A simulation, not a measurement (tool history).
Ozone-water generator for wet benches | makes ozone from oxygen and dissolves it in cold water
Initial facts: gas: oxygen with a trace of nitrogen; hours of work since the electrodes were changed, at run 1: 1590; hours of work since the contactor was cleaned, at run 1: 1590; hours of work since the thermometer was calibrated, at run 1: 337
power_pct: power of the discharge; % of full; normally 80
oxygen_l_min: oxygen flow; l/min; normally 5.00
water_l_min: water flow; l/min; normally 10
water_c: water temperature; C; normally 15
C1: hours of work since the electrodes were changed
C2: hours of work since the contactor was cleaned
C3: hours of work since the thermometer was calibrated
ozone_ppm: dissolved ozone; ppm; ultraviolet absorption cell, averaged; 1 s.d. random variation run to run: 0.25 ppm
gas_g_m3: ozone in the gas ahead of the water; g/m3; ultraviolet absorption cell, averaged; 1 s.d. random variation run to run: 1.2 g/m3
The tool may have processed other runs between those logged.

Run 1, hour 0.0: usual settings; C1 1590; C2 1590; C3 337. Result: ozone_ppm 37.5 ppm, gas_g_m3 226.8 g/m3.
Run 2, hour 124.0: usual settings; C1 1702; C2 1702; C3 450. Result: ozone_ppm 37.1 ppm, gas_g_m3 226.9 g/m3.
Run 3, hour 230.9: usual settings; C1 1799; C2 1799; C3 547. Result: ozone_ppm 37.7 ppm, gas_g_m3 223.4 g/m3.
Run 4, hour 377.8: usual settings; C1 1933; C2 1933; C3 681. Result: ozone_ppm 36.9 ppm, gas_g_m3 224.9 g/m3.
Run 5, hour 566.2: usual settings; C1 2104; C2 2104; C3 852. Result: ozone_ppm 37.2 ppm, gas_g_m3 222.9 g/m3.
Run 6, hour 673.3: usual settings; C1 2202; C2 2202; C3 949. Result: ozone_ppm 37.1 ppm, gas_g_m3 224.4 g/m3.
Run 7, hour 808.4: usual settings but power_pct 40 % of full; C1 2324; C2 2324; C3 1072. Result: ozone_ppm 20.0 ppm, gas_g_m3 120.6 g/m3.
Run 8, hour 923.9: usual settings but power_pct 40 % of full; C1 2429; C2 2429; C3 1177. Result: ozone_ppm 20.0 ppm, gas_g_m3 119.8 g/m3.
Run 9, hour 1130.3: usual settings but oxygen_l_min 3.33 l/min; C1 2617; C2 2617; C3 1365. Result: ozone_ppm 39.3 ppm, gas_g_m3 285.4 g/m3.
Run 10, hour 1330.4: usual settings but oxygen_l_min 3.33 l/min; C1 2799; C2 2799; C3 1547. Result: ozone_ppm 39.0 ppm, gas_g_m3 283.8 g/m3.
Run 11, hour 1555.6: usual settings; C1 3004; C2 3004; C3 1751. Result: ozone_ppm 37.4 ppm, gas_g_m3 223.8 g/m3.
Run 12, hour 1788.2: usual settings; C1 3215; C2 3215; C3 1963. Result: ozone_ppm 37.3 ppm, gas_g_m3 224.9 g/m3.
Run 13, hour 2011.6: usual settings but power_pct 58 % of full, oxygen_l_min 3.31 l/min, water_c 8 C; C1 3418; C2 3418; C3 2166. Result: ozone_ppm 32.3 ppm, gas_g_m3 214.1 g/m3.
Run 14, hour 2190.2: usual settings but power_pct 82 % of full, oxygen_l_min 4.77 l/min, water_c 12 C; C1 3580; C2 3580; C3 2328. Result: ozone_ppm 40.5 ppm, gas_g_m3 234.5 g/m3.
Run 15, hour 2383.8: usual settings but power_pct 82 % of full, oxygen_l_min 4.77 l/min, water_c 12 C; C1 3756; C2 3756; C3 2504. Result: ozone_ppm 40.6 ppm, gas_g_m3 237.1 g/m3.
At hour 2430.9: water thermometer calibrated.
Run 16, hour 2552.0: usual settings but power_pct 82 % of full, oxygen_l_min 4.77 l/min, water_c 12 C; C1 3909; C2 3909; C3 110. Result: ozone_ppm 40.2 ppm, gas_g_m3 237.3 g/m3.
Run 17, hour 2723.1: usual settings but power_pct 62 % of full, oxygen_l_min 3.03 l/min; C1 4064; C2 4064; C3 266. Result: ozone_ppm 31.3 ppm, gas_g_m3 241.0 g/m3.
Run 18, hour 2853.7: usual settings but oxygen_l_min 4.78 l/min, water_l_min 11 l/min, water_c 13 C; C1 4183; C2 4183; C3 384. Result: ozone_ppm 36.3 ppm, gas_g_m3 231.4 g/m3.
Run 19, hour 3060.9: usual settings but oxygen_l_min 4.78 l/min, water_l_min 12 l/min, water_c 13 C; C1 4371; C2 4371; C3 573. Result: ozone_ppm 34.1 ppm, gas_g_m3 230.9 g/m3.
At hour 3185.5: contactor cleaned.
Run 20, hour 3267.3: usual settings but oxygen_l_min 4.78 l/min, water_l_min 12 l/min, water_c 13 C; C1 4555; C2 74; C3 757. Result: ozone_ppm 34.0 ppm, gas_g_m3 231.8 g/m3.
Run 21, hour 3456.9: usual settings but power_pct 60 % of full, oxygen_l_min 5.96 l/min, water_l_min 6 l/min, water_c 13 C; C1 4728; C2 247; C3 929. Result: ozone_ppm 38.4 ppm, gas_g_m3 157.7 g/m3.
Run 22, hour 3662.4: usual settings but power_pct 41 % of full, oxygen_l_min 5.96 l/min, water_l_min 12 l/min; C1 4914; C2 433; C3 1116. Result: ozone_ppm 17.5 ppm, gas_g_m3 109.0 g/m3.
Run 23, hour 3883.8: usual settings but oxygen_l_min 6.17 l/min, water_c 12 C; C1 5116; C2 635; C3 1317. Result: ozone_ppm 38.3 ppm, gas_g_m3 199.2 g/m3.

5 options for the next run, each taken on its own from the tool as it stands now. Forecast them:
Run A, hour 4092.4: usual settings but power_pct 72 % of full, oxygen_l_min 4.19 l/min, water_l_min 8 l/min, water_c 12 C; C1 5305; C2 824; C3 1507. Result: ozone_ppm ?, gas_g_m3 ?.
Run B, hour 4092.4: usual settings but oxygen_l_min 6.17 l/min, water_l_min 13 l/min, water_c 12 C; C1 5305; C2 824; C3 1507. Result: ozone_ppm ?, gas_g_m3 ?.
Run C, hour 4092.4: usual settings but power_pct 85 % of full, oxygen_l_min 8.96 l/min, water_c 8 C; C1 5305; C2 824; C3 1507. Result: ozone_ppm ?, gas_g_m3 ?.
Run D, hour 4092.4: usual settings but water_c 8 C; C1 5305; C2 824; C3 1507. Result: ozone_ppm ?, gas_g_m3 ?.
Run E, hour 4092.4: usual settings but power_pct 48 % of full, oxygen_l_min 6.17 l/min, water_l_min 13 l/min, water_c 20 C; C1 5305; C2 824; C3 1507. Result: ozone_ppm ?, gas_g_m3 ?.

run  ozone_ppm  gas_g_m3
  A       43.1     228.1
  B       31.7     198.0
  C       40.2     170.7
  D       42.5     223.8
  E       17.4     125.0
With no hidden state in the tool, these same runs would have given:
run  ozone_ppm  gas_g_m3
  A       43.1     228.3
  B       31.8     198.3
  C       40.3     170.9
  D       42.5     224.1
  E       17.4     125.1
